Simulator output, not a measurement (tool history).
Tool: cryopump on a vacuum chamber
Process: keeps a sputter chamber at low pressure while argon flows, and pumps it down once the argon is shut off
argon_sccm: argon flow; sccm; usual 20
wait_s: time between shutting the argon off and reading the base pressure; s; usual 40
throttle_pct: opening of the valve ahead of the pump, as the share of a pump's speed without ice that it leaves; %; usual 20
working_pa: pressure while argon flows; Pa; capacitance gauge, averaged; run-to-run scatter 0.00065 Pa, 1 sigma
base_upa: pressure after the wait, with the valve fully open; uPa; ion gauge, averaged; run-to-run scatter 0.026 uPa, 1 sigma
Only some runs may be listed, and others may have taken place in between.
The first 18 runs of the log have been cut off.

run,hour,argon_sccm,wait_s,throttle_pct,hours of work since the pump was warmed up and emptied,hours of work since the cold head was overhauled,hours of work since the chamber's fittings were tightened,working_pa,base_upa
19,1134.6,18,112,20,698,1515,1071,0.1022,1.19
20,1206.9,32,33,15,739,1556,1112,0.2382,1.97
21,1267.7,17,68,28,774,1591,1147,0.0727,1.46
# hour 1290.2: pump warmed up, emptied and cooled again
22,1315.5,8,117,25,14,1615,1171,0.033,0.94
23,1356.2,16,239,25,38,1638,1194,0.067,0.78
24,1446.7,20,40,46,89,1690,1246,0.0469,1.58
25,1540.9,23,40,33,143,1743,1299,0.0745,1.63
26,1612.4,10,101,50,183,1784,1340,0.022,1.11
27,1681.2,10,28,50,222,1823,1379,0.0231,2.15
28,1729.6,30,28,23,250,1850,1407,0.1392,2.1
29,1773.6,20,146,40,275,1875,1432,0.0558,1.06
30,1836.8,20,24,27,311,1911,1468,0.081,2.39
31,1881.8,10,53,22,336,1937,1493,0.0489,1.59
32,1926.7,10,53,22,362,1963,1519,0.049,1.61
33,2023.6,10,32,22,417,2018,1574,0.0499,2.13

The next listed run, before its measurement:
34,2068,24,133,22,442,2043,1599,?,?

working_pa: 0.1203 Pa
base_upa: 1.25 uPa
Minus the tool's unlogged condition, the same run would have read working_pa 0.1134 Pa, base_upa 0.49 uPa.

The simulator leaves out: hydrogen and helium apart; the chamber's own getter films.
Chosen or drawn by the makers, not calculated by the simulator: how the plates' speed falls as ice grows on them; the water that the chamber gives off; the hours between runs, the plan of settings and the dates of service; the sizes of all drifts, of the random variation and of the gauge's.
